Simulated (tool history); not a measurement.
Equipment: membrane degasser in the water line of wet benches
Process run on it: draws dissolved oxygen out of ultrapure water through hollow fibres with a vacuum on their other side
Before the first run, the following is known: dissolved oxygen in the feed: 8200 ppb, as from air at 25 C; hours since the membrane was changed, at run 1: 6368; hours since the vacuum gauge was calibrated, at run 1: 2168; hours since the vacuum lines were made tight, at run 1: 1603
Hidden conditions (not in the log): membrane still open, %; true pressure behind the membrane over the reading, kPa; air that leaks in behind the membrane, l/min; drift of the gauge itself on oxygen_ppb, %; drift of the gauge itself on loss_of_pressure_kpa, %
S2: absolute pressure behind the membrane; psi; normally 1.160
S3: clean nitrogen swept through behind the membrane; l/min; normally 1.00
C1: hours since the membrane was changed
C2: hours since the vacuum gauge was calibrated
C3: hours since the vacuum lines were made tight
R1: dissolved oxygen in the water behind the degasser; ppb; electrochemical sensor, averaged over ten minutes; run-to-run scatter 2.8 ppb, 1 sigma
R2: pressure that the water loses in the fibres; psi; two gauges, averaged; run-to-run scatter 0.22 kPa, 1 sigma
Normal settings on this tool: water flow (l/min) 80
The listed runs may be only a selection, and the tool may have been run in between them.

{"run": 1, "hour": 0.0, "water flow (l/min)": 80, "S2": 1.16, "S3": 1.0, "C1": 6368, "C2": 2168, "C3": 1603, "R1": 608.4, "R2": 7.822}
{"run": 2, "hour": 174.6, "water flow (l/min)": 80, "S2": 1.16, "S3": 1.0, "C1": 6543, "C2": 2342, "C3": 1778, "R1": 613.0, "R2": 7.786}
{"run": 3, "hour": 359.5, "water flow (l/min)": 80, "S2": 1.16, "S3": 1.0, "C1": 6727, "C2": 2527, "C3": 1963, "R1": 614.3, "R2": 7.789}
{"run": 4, "hour": 486.8, "water flow (l/min)": 80, "S2": 1.16, "S3": 1.0, "C1": 6855, "C2": 2654, "C3": 2090, "R1": 612.1, "R2": 7.754}
{"run": 5, "hour": 642.7, "water flow (l/min)": 80, "S2": 1.16, "S3": 1.0, "C1": 7011, "C2": 2810, "C3": 2246, "R1": 609.6, "R2": 7.836}
{"run": 6, "hour": 780.1, "water flow (l/min)": 80, "S2": 1.16, "S3": 1.0, "C1": 7148, "C2": 2948, "C3": 2383, "R1": 610.9, "R2": 7.744}
{"run": 7, "hour": 891.8, "water flow (l/min)": 80, "S2": 1.16, "S3": 1.0, "C1": 7260, "C2": 3060, "C3": 2495, "R1": 611.8, "R2": 7.725}
{"run": 8, "hour": 974.5, "water flow (l/min)": 80, "S2": 1.16, "S3": 1.4, "C1": 7343, "C2": 3142, "C3": 2578, "R1": 486.3, "R2": 7.707}
{"run": 9, "hour": 1105.8, "water flow (l/min)": 80, "S2": 1.16, "S3": 1.4, "C1": 7474, "C2": 3274, "C3": 2709, "R1": 487.7, "R2": 7.757}
{"run": 10, "hour": 1266.1, "water flow (l/min)": 80, "S2": 1.16, "S3": 1.4, "C1": 7634, "C2": 3434, "C3": 2869, "R1": 487.0, "R2": 7.704}
{"run": 11, "hour": 1435.8, "water flow (l/min)": 80, "S2": 1.16, "S3": 1.4, "C1": 7804, "C2": 3603, "C3": 3039, "R1": 489.9, "R2": 7.665}
{"run": 12, "hour": 1520.6, "water flow (l/min)": 80, "S2": 1.16, "S3": 1.0, "C1": 7889, "C2": 3688, "C3": 3124, "R1": 609.1, "R2": 7.672}
{"run": 13, "hour": 1600.2, "water flow (l/min)": 80, "S2": 1.16, "S3": 1.0, "C1": 7968, "C2": 3768, "C3": 3203, "R1": 612.1, "R2": 7.702}
{"run": 14, "hour": 1782.9, "water flow (l/min)": 80, "S2": 1.16, "S3": 1.0, "C1": 8151, "C2": 3951, "C3": 3386, "R1": 608.9, "R2": 7.706}
{"run": 15, "hour": 1896.7, "water flow (l/min)": 80, "S2": 1.16, "S3": 1.0, "C1": 8265, "C2": 4064, "C3": 3500, "R1": 610.2, "R2": 7.67}
{"run": 16, "hour": 2038.2, "water flow (l/min)": 111, "S2": 1.131, "S3": 1.89, "C1": 8406, "C2": 4206, "C3": 3641, "R1": 483.0, "R2": 10.623}
{"run": 17, "hour": 2179.4, "water flow (l/min)": 111, "S2": 1.131, "S3": 1.89, "C1": 8547, "C2": 4347, "C3": 3783, "R1": 482.7, "R2": 10.639}
{"run": 18, "hour": 2257.7, "water flow (l/min)": 122, "S2": 0.956, "S3": 0.5, "C1": 8626, "C2": 4425, "C3": 3861, "R1": 802.9, "R2": 11.793}
{"run": 19, "hour": 2372.7, "water flow (l/min)": 122, "S2": 0.956, "S3": 0.5, "C1": 8741, "C2": 4540, "C3": 3976, "R1": 794.3, "R2": 11.725}
{"run": 20, "hour": 2474.7, "water flow (l/min)": 51, "S2": 1.07, "S3": 0.5, "C1": 8843, "C2": 4642, "C3": 4078, "R1": 622.0, "R2": 4.895}
{"run": 21, "hour": 2561.4, "water flow (l/min)": 51, "S2": 1.07, "S3": 0.5, "C1": 8929, "C2": 4729, "C3": 4165, "R1": 626.2, "R2": 4.896}
{"run": 22, "hour": 2644.5, "water flow (l/min)": 51, "S2": 2.889, "S3": 0.95, "C1": 9013, "C2": 4812, "C3": 4248, "R1": 1444.5, "R2": 4.854}
{"run": 23, "hour": 2749.6, "water flow (l/min)": 117, "S2": 1.378, "S3": 0.41, "C1": 9118, "C2": 4917, "C3": 4353, "R1": 1486.9, "R2": 11.204}
{"run": 24, "hour": 2882.1, "water flow (l/min)": 123, "S2": 1.33, "S3": 0.87, "C1": 9250, "C2": 5050, "C3": 4485, "R1": 1054.6, "R2": 11.719}
{"run": 25, "hour": 3024.2, "water flow (l/min)": 101, "S2": 1.16, "S3": 1.47, "C1": 9392, "C2": 5192, "C3": 4627, "R1": 556.3, "R2": 9.651}

Selected run-to-run steps in R2, each split into two signed amounts: the part the tool would show with no hidden state at all (from settings, incoming material and random variation), and the remainder, which goes to the hidden state together with any gauge scatter not common to the measured and the hidden-state-free results:
Run 19 -> 20: water flow (l/min) 122 -> 51, S2 0.956 -> 1.070. R2 -6.830 psi: hidden state +0.099, all else -6.928.
Run 22 -> 23: water flow (l/min) 51 -> 117, S2 2.889 -> 1.378, S3 0.95 -> 0.41. R2 +6.350 psi: hidden state -0.115, all else +6.464.
